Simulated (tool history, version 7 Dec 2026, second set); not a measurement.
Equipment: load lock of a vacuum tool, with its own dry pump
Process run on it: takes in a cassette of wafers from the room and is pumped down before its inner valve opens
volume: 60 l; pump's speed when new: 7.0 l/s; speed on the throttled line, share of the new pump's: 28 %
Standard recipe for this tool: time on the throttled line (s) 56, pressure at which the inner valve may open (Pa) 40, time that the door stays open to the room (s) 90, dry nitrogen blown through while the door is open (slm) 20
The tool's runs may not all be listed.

run    hour  time on the throttled line (s)  pressure at which the inner valve may open (Pa)  time that the door stays open to the room (s)  dry nitrogen blown through while the door is open (slm)  incoming humidity of the room's air, %  time from the closed door until the inner valve may open (s)  rise of the pressure with all valves shut (Pa/min)
  1     0.0                              56                                               40                                             90                                                       20                                    47.7                                                         115.6                                               0.086
  2    94.5                              56                                               40                                             90                                                       20                                    40.3                                                         116.4                                               0.075
  3   189.2                              56                                               72                                             90                                                       20                                    44.8                                                         108.0                                               0.080
  4   266.5                              56                                               40                                             90                                                       20                                    46.1                                                         114.5                                               0.086
  5   385.0                             101                                               40                                             90                                                       20                                    41.0                                                         145.3                                               0.080
  6   505.6                             101                                               40                                             90                                                       20                                    45.3                                                         147.2                                               0.089
  7   573.6                             101                                               40                                             90                                                       20                                    44.3                                                         144.1                                               0.086
  8   696.6                              56                                               40                                             90                                                       20                                    44.8                                                         114.3                                               0.089
  9   815.8                              56                                               40                                             90                                                       11                                    44.3                                                         115.1                                               0.102
 10   930.7                             104                                               40                                             90                                                       20                                    43.1                                                         147.8                                               0.095
 11  1035.1                             104                                               40                                             90                                                       20                                    43.9                                                         149.1                                               0.094
 12  1123.7                              56                                               40                                             90                                                       20                                    42.4                                                         115.1                                               0.092
 13  1233.2                              56                                               40                                             90                                                       20                                    45.7                                                         114.7                                               0.102
 14  1351.6                              56                                               40                                             90                                                       17                                    44.8                                                         114.5                                               0.103
 15  1440.8                              56                                               40                                             90                                                       17                                    46.0                                                         115.4                                               0.100
 16  1515.2                              56                                               40                                             90                                                       20                                    43.8                                                         115.0                                               0.100
 17  1578.2                              56                                               40                                             90                                                       20                                    49.2                                                         114.5                                               0.109
 18  1685.9                              56                                               40                                             90                                                       20                                    45.7                                                         115.5                                               0.108
 19  1766.2                              56                                               35                                             90                                                       20                                    43.6                                                         116.0                                               0.105
 20  1842.7                              56                                               35                                             90                                                       20                                    42.2                                                         116.1                                               0.110
 21  1970.2                              58                                               41                                            161                                                       10                                    45.1                                                         115.9                                               0.153
 22  2077.3                              31                                               71                                             90                                                        7                                    43.3                                                          91.7                                               0.132
 23  2132.1                              31                                               39                                             90                                                        5                                    48.2                                                          98.4                                               0.139
 24  2189.5                              56                                               51                                            200                                                       20                                    46.7                                                         112.1                                               0.148
 25  2304.6                              56                                               40                                             90                                                        7                                    43.7                                                         115.5                                               0.130
 26  2423.5                              56                                               40                                             90                                                        7                                    43.6                                                         117.1                                               0.135
 27  2536.8                              46                                               46                                             90                                                       21                                    43.7                                                         108.4                                               0.117
 28  2594.4                              46                                               46                                             90                                                       21                                    42.5                                                         108.6                                               0.119
 29  2669.9                              56                                               52                                             90                                                       15                                    42.4                                                         114.3                                               0.124
 30  2742.1                              56                                               79                                             27                                                       20                                    44.7                                                         108.4                                               0.097
 31  2811.7                              54                                               51                                             27                                                       20                                    47.6                                                         112.1                                               0.097
 32  2915.5                              54                                               51                                             27                                                       20                                    43.8                                                         111.6                                               0.094
 33  3036.2                              56                                               46                                             90                                                       20                                    48.4                                                         114.3                                               0.137
 34  3153.6                             101                                               46                                            122                                                       37                                    46.0                                                         144.8                                               0.122
 35  3211.8                             101                                               46                                            122                                                       37                                    43.0                                                         144.8                                               0.124
 36  3291.6                              87                                               65                                             90                                                       20                                    44.7                                                         132.9                                               0.130
 37  3364.3                              56                                               40                                             90                                                       16                                    45.3                                                         114.6                                               0.138
 38  3448.5                              29                                               30                                             90                                                        6                                    47.2                                                         101.3                                               0.165

Forecast each of these 3 alternatives for the next run:
  A  3571.1                              86                                               72                                             50                                                        6                                    44.5                                                             ?                                                   ?
  B  3571.1                              49                                               36                                             46                                                       20                                    45.4                                                             ?                                                   ?
  C  3571.1                              44                                               33                                             90                                                        6                                    43.3                                                             ?                                                   ?

run  time from the closed door until the inner valve may open (s)  rise of the pressure with all valves shut (Pa/min)
  A                                                         132.1                                               0.132
  B                                                         112.0                                               0.119
  C                                                         110.4                                               0.156
Had the tool no hidden state, the same runs would have come out as:
run  time from the closed door until the inner valve may open (s)  rise of the pressure with all valves shut (Pa/min)
  A                                                         125.5                                               0.045
  B                                                         102.8                                               0.034
  C                                                         100.8                                               0.070
